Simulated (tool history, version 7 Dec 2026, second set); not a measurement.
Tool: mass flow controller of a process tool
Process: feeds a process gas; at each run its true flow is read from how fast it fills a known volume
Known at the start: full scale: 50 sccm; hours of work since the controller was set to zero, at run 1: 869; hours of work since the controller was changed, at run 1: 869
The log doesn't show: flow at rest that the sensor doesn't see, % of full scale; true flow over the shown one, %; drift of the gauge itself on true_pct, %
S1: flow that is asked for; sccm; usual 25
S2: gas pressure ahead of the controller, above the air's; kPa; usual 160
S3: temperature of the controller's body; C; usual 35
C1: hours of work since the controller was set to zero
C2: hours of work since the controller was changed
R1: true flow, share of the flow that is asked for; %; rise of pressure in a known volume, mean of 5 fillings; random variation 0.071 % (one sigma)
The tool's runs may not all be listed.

run,day,S1,S2,S3,C1,C2,R1
1,0,25,160,35,869,869,100.83
2,15.183,25,160,35,1150,1150,100.95
3,27.738,25,160,35,1383,1383,101.12
4,46.075,25,156,35,1723,1723,101.32
5,63.079,25,156,35,2038,2038,101.36
6,81.883,25,156,35,2387,2387,101.73
7,99.367,25,156,35,2711,2711,101.88
8,116.038,25,160,27,3020,3020,101.2
9,130.729,25,160,27,3293,3293,101.42
10,138.954,25,160,27,3445,3445,101.37
11,154.212,25,160,27,3728,3728,101.62
12,170.1,25,160,27,4023,4023,101.66
13,187.725,25,140,27,4350,4350,102.04
14,204.212,25,160,27,4655,4655,101.91
15,213.85,25,160,35,4834,4834,102.99
16,232.308,25,160,35,5176,5176,102.99
17,247.062,25,160,24,5450,5450,102.1
18,263.146,15,263,35,5748,5748,102.43
19,278.221,15,263,35,6028,6028,102.63
# day 286.946: controller's zero set anew
20,287.379,15,263,23,8,6197,101.39
21,306.512,7,160,21,363,6552,102.14
# day 312.296: gauge calibrated
22,325.329,25,171,35,712,6901,100.91
23,334.833,15,197,25,888,7077,99.49
24,346.638,23,202,23,1107,7296,99.59
25,360.938,12,202,33,1372,7561,100.75
26,370.85,25,160,21,1556,7745,100.04
27,382.662,6,233,21,1775,7964,99.15
28,391.138,24,233,21,1932,8121,99.76
29,403.504,25,210,35,2161,8350,101.4
30,419.825,49,210,35,2464,8653,101.88
31,432.746,19,160,35,2704,8893,101.81

5 ways to go on from here, each from the tool as it stands after run 31. What would each give?
A,449.558,25,180,26,3015,9204,?
B,449.558,38,160,35,3015,9204,?
C,449.558,15,200,35,3015,9204,?
D,449.558,19,162,28,3015,9204,?
E,449.558,10,248,32,3015,9204,?

run,R1
A,101.05
B,102.42
C,101.72
D,101.34
E,100.89
Without the tool's hidden state the same runs would have given:
run,R1
A,99.76
B,101.12
C,100.42
D,100.05
E,99.6
